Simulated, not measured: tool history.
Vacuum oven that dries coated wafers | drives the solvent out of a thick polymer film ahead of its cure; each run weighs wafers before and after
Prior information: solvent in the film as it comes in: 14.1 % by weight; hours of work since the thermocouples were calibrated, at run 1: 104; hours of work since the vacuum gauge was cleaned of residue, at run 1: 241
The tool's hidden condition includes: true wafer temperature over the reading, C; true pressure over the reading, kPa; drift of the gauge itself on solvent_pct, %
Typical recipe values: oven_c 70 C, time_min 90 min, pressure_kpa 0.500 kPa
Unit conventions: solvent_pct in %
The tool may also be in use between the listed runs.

run   hour  oven_c  time_min  pressure_kpa  hours of work since the thermocouples were calibrated  hours of work since the vacuum gauge was cleaned of residue  solvent_pct
  1    0.0      70        90         0.500                                                    104                                                          241         1.02
  2   37.1      70        90         0.500                                                    120                                                          257         1.04
  3   64.9      70        90         0.500                                                    132                                                          269         1.04
  4   94.0      70        90         0.500                                                    145                                                          282         1.02
  5  124.0      70        90         0.500                                                    158                                                          294         1.03
  6  155.1      70        90         1.919                                                    171                                                          308         1.74
  7  189.7      70        90         1.969                                                    186                                                          323         1.75
  8  212.1      70        90         1.969                                                    196                                                          332         1.76
  9  229.2      70        90         1.969                                                    203                                                          340         1.75
 10  267.2      70        90         0.500                                                    219                                                          356         0.99
 11  293.3      70        90         0.500                                                    230                                                          367         0.99
 12  318.6      74        90         0.500                                                    241                                                          378         0.50
 13  342.0      74        90         0.500                                                    251                                                          388         0.51
 14  369.0      80        90         0.301                                                    263                                                          400         0.14
 15  388.9      78        66         0.535                                                    271                                                          408         0.48
 16  427.1      69        47         1.674                                                    288                                                          425         3.81
 17  445.9      69        47         1.674                                                    296                                                          433         3.75
 18  472.3      69        47         1.674                                                    307                                                          444         3.76
 19  490.1      70       153         1.087                                                    315                                                          452         0.71
 20  513.7      58        89         1.058                                                    325                                                          462         5.03
 21  545.9      58        89         1.058                                                    339                                                          476         5.03
 22  564.4      70        90         0.285                                                    347                                                          484         0.88
 23  601.3      70       107         0.369                                                    363                                                          500         0.63
 24  635.0      77       107         0.369                                                    377                                                          514         0.20
 25  656.3      70        47         1.018                                                    386                                                          523         3.17
 26  686.2      70        47         1.018                                                    399                                                          536         3.12

Below are 4 alternative next runs, each starting from the tool's condition after run 26. Predict each:
  A  710.3      70        47         1.613                                                    410                                                          546            ?
  B  710.3      63       129         1.018                                                    410                                                          546            ?
  C  710.3      72       155         0.359                                                    410                                                          546            ?
  D  710.3      70        61         1.018                                                    410                                                          546            ?

run  solvent_pct
  A         3.43
  B         1.97
  C         0.26
  D         2.23
Had the tool no hidden state, the same runs would have come out as:
run  solvent_pct
  A         3.71
  B         2.16
  C         0.24
  D         2.46
